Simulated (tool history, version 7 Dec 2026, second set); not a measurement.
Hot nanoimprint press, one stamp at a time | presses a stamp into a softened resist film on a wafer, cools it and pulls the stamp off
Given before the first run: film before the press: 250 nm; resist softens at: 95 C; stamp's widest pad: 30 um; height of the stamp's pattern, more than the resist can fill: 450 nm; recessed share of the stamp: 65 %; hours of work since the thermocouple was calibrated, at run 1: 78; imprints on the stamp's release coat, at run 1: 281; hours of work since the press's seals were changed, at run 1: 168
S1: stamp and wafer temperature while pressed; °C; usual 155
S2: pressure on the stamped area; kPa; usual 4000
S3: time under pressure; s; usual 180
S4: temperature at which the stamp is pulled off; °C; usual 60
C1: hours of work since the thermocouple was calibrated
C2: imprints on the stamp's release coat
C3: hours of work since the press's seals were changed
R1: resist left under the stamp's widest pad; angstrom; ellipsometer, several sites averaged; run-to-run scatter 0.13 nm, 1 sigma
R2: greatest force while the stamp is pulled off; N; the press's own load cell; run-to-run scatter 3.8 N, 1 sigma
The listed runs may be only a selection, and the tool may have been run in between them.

run	hour	S1	S2	S3	S4	C1	C2	C3	R1	R2
1	0	155	4000	180	60	78	281	168	1016	182
2	45.7	155	4000	180	60	114	411	205	1017	184
3	84.2	155	4000	180	60	145	521	235	1018	183
4	120.7	155	4000	180	60	173	625	264	1016	188
5	169.5	162	4000	180	60	212	763	302	725	193
6	217.4	162	4000	180	60	250	900	340	727	185
7	240.6	162	4000	180	60	268	966	359	726	188
# hour 281.2: plate thermocouple calibrated
8	285.4	162	4000	180	60	3	1085	392	726	188
9	334.7	164	4000	180	60	42	1225	431	661	183
10	373.1	164	4000	180	60	73	1334	461	661	187
11	414.7	164	4000	180	60	106	1453	494	662	186
12	445.2	155	3710	180	60	130	1540	518	1056	194
# hour 472.1: gauge calibrated
13	480.9	155	3710	180	60	158	1641	546	1048	186
14	519.8	155	4000	180	60	189	1752	577	1019	190
15	554.8	155	4000	180	60	216	1852	605	1019	186
16	603.8	143	4000	109	64	255	1991	644	1950	171
17	643.7	143	4000	109	64	287	2105	675	1950	170
# hour 660.2: stamp cleaned and given a new release coat
# hour 667: plate thermocouple calibrated
18	678.4	143	4000	109	64	9	43	695	1951	168
19	715.8	143	4000	109	64	39	149	725	1954	176
20	749.5	143	4000	109	64	65	245	752	1957	175
21	771.4	155	3260	180	60	83	308	769	1114	182
22	816.3	161	3400	180	60	118	436	805	823	187
23	838.1	161	3400	180	60	135	498	822	825	182
24	867.6	158	3600	180	60	159	582	845	929	183
25	908.9	161	4000	304	60	191	699	878	604	188

Run 26 comes next. What will it give?
26	949	158	4000	180	49	223	813	909	?	?

{"run 26": {"R1": 888, "R2": 220}}
With the hidden condition absent and the run-to-run variation left alone, this run would have shown R1 880 angstrom, R2 219 N.

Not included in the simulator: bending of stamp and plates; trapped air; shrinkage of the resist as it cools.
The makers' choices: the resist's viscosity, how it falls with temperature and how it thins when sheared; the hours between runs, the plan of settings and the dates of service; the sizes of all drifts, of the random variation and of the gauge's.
